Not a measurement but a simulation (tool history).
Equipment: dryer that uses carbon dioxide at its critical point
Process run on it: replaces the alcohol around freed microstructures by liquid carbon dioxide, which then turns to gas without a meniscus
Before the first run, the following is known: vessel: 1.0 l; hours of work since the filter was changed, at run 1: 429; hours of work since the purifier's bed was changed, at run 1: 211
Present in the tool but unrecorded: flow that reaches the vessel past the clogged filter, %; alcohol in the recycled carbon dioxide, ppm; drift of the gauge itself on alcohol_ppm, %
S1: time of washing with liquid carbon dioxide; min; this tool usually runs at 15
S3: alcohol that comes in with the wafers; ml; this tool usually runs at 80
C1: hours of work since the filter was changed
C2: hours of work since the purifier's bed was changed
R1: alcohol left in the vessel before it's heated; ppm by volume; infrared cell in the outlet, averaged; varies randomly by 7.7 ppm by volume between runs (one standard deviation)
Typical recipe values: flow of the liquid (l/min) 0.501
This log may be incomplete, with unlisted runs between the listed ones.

run 1 hour=0.0 | S1=15 flow_of_the_liquid_(l/min)=0.501 S3=80 | C1=429 C2=211 | R1=593
run 2 hour=8.7 | S1=15 flow_of_the_liquid_(l/min)=0.604 S3=80 | C1=432 C2=215 | R1=226
run 3 hour=20.0 | S1=15 flow_of_the_liquid_(l/min)=0.604 S3=80 | C1=437 C2=219 | R1=228
run 4 hour=30.2 | S1=15 flow_of_the_liquid_(l/min)=0.604 S3=80 | C1=441 C2=223 | R1=216
run 5 hour=43.1 | S1=15 flow_of_the_liquid_(l/min)=0.604 S3=80 | C1=447 C2=229 | R1=228
run 6 hour=50.5 | S1=15 flow_of_the_liquid_(l/min)=0.604 S3=80 | C1=450 C2=232 | R1=243
run 7 hour=61.8 | S1=15 flow_of_the_liquid_(l/min)=0.604 S3=80 | C1=454 C2=236 | R1=217
run 8 hour=69.6 | S1=15 flow_of_the_liquid_(l/min)=0.501 S3=80 | C1=458 C2=240 | R1=597
run 9 hour=77.3 | S1=15 flow_of_the_liquid_(l/min)=0.501 S3=80 | C1=461 C2=243 | R1=613
run 10 hour=87.0 | S1=15 flow_of_the_liquid_(l/min)=0.501 S3=55 | C1=465 C2=247 | R1=415
run 11 hour=95.5 | S1=15 flow_of_the_liquid_(l/min)=0.501 S3=55 | C1=468 C2=250 | R1=441
run 12 hour=108.3 | S1=21 flow_of_the_liquid_(l/min)=0.501 S3=80 | C1=473 C2=256 | R1=108
run 13 hour=126.0 | S1=21 flow_of_the_liquid_(l/min)=0.501 S3=80 | C1=481 C2=263 | R1=111
run 14 hour=136.1 | S1=15 flow_of_the_liquid_(l/min)=0.830 S3=80 | C1=485 C2=267 | R1=49
run 15 hour=150.1 | S1=15 flow_of_the_liquid_(l/min)=0.427 S3=80 | C1=491 C2=273 | R1=1283
run 16 hour=166.0 | S1=15 flow_of_the_liquid_(l/min)=0.501 S3=80 | C1=497 C2=279 | R1=631
run 17 hour=175.0 | S1=15 flow_of_the_liquid_(l/min)=0.336 S3=80 | C1=501 C2=283 | R1=3164
run 18 hour=191.6 | S1=22 flow_of_the_liquid_(l/min)=0.501 S3=80 | C1=508 C2=290 | R1=89
run 19 hour=206.3 | S1=22 flow_of_the_liquid_(l/min)=0.501 S3=80 | C1=514 C2=296 | R1=89
run 20 hour=220.2 | S1=22 flow_of_the_liquid_(l/min)=0.501 S3=80 | C1=520 C2=302 | R1=88
run 21 hour=234.0 | S1=22 flow_of_the_liquid_(l/min)=0.501 S3=80 | C1=525 C2=307 | R1=85
run 22 hour=242.1 | S1=22 flow_of_the_liquid_(l/min)=0.501 S3=80 | C1=529 C2=311 | R1=100
run 23 hour=252.4 | S1=22 flow_of_the_liquid_(l/min)=0.501 S3=80 | C1=533 C2=315 | R1=94
run 24 hour=263.0 | S1=15 flow_of_the_liquid_(l/min)=0.501 S3=80 | C1=537 C2=319 | R1=676
run 25 hour=275.5 | S1=12 flow_of_the_liquid_(l/min)=0.781 S3=29 | C1=542 C2=325 | R1=96
run 26 hour=284.9 | S1=11 flow_of_the_liquid_(l/min)=0.345 S3=80 | C1=546 C2=328 | R1=7120
run 27 hour=293.3 | S1=11 flow_of_the_liquid_(l/min)=0.448 S3=29 | C1=550 C2=332 | R1=1265
-- hour=307.5 inlet filter changed
run 28 hour=307.5 | S1=15 flow_of_the_liquid_(l/min)=0.415 S3=115 | C1=0 C2=337 | R1=1446
run 29 hour=320.1 | S1=17 flow_of_the_liquid_(l/min)=0.852 S3=22 | C1=5 C2=343 | R1=33
run 30 hour=327.4 | S1=17 flow_of_the_liquid_(l/min)=0.852 S3=22 | C1=8 C2=346 | R1=34
run 31 hour=345.0 | S1=17 flow_of_the_liquid_(l/min)=0.852 S3=22 | C1=15 C2=353 | R1=43
run 32 hour=353.8 | S1=10 flow_of_the_liquid_(l/min)=0.333 S3=74 | C1=19 C2=356 | R1=7304
run 33 hour=366.7 | S1=12 flow_of_the_liquid_(l/min)=0.501 S3=50 | C1=24 C2=362 | R1=751
run 34 hour=378.6 | S1=12 flow_of_the_liquid_(l/min)=0.501 S3=50 | C1=29 C2=367 | R1=745
run 35 hour=395.3 | S1=12 flow_of_the_liquid_(l/min)=0.501 S3=37 | C1=36 C2=374 | R1=557
run 36 hour=403.9 | S1=11 flow_of_the_liquid_(l/min)=0.844 S3=24 | C1=40 C2=377 | R1=65
run 37 hour=417.5 | S1=16 flow_of_the_liquid_(l/min)=0.835 S3=24 | C1=45 C2=383 | R1=30
run 38 hour=426.0 | S1=16 flow_of_the_liquid_(l/min)=0.835 S3=24 | C1=49 C2=386 | R1=37
run 39 hour=439.4 | S1=16 flow_of_the_liquid_(l/min)=0.835 S3=24 | C1=54 C2=392 | R1=35
run 40 hour=448.9 | S1=21 flow_of_the_liquid_(l/min)=0.381 S3=42 | C1=58 C2=396 | R1=201
run 41 hour=464.7 | S1=10 flow_of_the_liquid_(l/min)=0.546 S3=68 | C1=65 C2=402 | R1=1443
run 42 hour=473.9 | S1=10 flow_of_the_liquid_(l/min)=0.546 S3=68 | C1=69 C2=406 | R1=1454
run 43 hour=490.4 | S1=12 flow_of_the_liquid_(l/min)=0.622 S3=23 | C1=75 C2=413 | R1=155
run 44 hour=502.1 | S1=15 flow_of_the_liquid_(l/min)=0.517 S3=43 | C1=80 C2=418 | R1=229
run 45 hour=515.1 | S1=23 flow_of_the_liquid_(l/min)=0.741 S3=102 | C1=86 C2=423 | R1=37
run 46 hour=524.5 | S1=23 flow_of_the_liquid_(l/min)=0.653 S3=29 | C1=90 C2=427 | R1=36
run 47 hour=531.8 | S1=10 flow_of_the_liquid_(l/min)=0.442 S3=39 | C1=93 C2=430 | R1=1820
run 48 hour=544.7 | S1=16 flow_of_the_liquid_(l/min)=0.470 S3=28 | C1=98 C2=435 | R1=181

Below are 3 alternative next runs, each starting from the tool's condition after run 48. Predict each:
run A hour=552.0 | S1=17 flow_of_the_liquid_(l/min)=0.322 S3=22 | C1=101 C2=438 | R1=?
run B hour=552.0 | S1=15 flow_of_the_liquid_(l/min)=0.563 S3=80 | C1=101 C2=438 | R1=?
run C hour=552.0 | S1=17 flow_of_the_liquid_(l/min)=0.470 S3=33 | C1=101 C2=438 | R1=?

run=A R1=539
run=B R1=256
run=C R1=167
Had the tool no hidden state, the same runs would have come out as:
run=A R1=476
run=B R1=205
run=C R1=124

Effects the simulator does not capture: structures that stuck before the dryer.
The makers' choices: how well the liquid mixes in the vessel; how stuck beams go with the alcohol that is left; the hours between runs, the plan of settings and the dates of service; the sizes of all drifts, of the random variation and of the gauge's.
